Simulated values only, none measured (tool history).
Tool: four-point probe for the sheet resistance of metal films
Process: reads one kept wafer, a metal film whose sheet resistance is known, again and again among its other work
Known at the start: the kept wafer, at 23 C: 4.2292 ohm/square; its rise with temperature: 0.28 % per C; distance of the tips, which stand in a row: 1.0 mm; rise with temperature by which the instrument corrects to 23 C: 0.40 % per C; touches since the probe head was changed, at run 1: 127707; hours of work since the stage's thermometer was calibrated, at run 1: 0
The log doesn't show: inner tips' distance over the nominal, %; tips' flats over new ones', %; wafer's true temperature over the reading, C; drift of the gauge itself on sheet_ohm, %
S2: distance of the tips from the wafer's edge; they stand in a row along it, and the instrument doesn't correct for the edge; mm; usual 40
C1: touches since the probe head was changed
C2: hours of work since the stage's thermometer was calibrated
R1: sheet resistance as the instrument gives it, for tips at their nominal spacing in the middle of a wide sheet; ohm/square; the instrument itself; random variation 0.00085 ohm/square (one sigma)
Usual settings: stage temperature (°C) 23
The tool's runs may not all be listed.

Run 1, day 0.000: usual settings; C1 127707; C2 0. Result: R1 4.232025 ohm/square.
Run 2, day 3.012: usual settings; C1 131393; C2 56. Result: R1 4.230884 ohm/square.
Run 3, day 6.575: usual settings; C1 135756; C2 123. Result: R1 4.229919 ohm/square.
Run 4, day 9.875: usual settings but stage temperature (°C) 19; C1 139792; C2 185. Result: R1 4.252258 ohm/square.
Run 5, day 11.925: usual settings but stage temperature (°C) 19; C1 142301; C2 223. Result: R1 4.251958 ohm/square.
Run 6, day 15.538: usual settings but stage temperature (°C) 27, S2 8 mm; C1 146722; C2 291. Result: R1 4.243415 ohm/square.

The next listed run, before its measurement:
Run 7, day 17.812: usual settings but stage temperature (°C) 27, S2 8 mm; C1 149508; C2 333. Result: R1 ?.

{"run 7": {"R1": 4.242706}}
Without the tool's hidden state the same run would have given R1 4.242405 ohm/square.
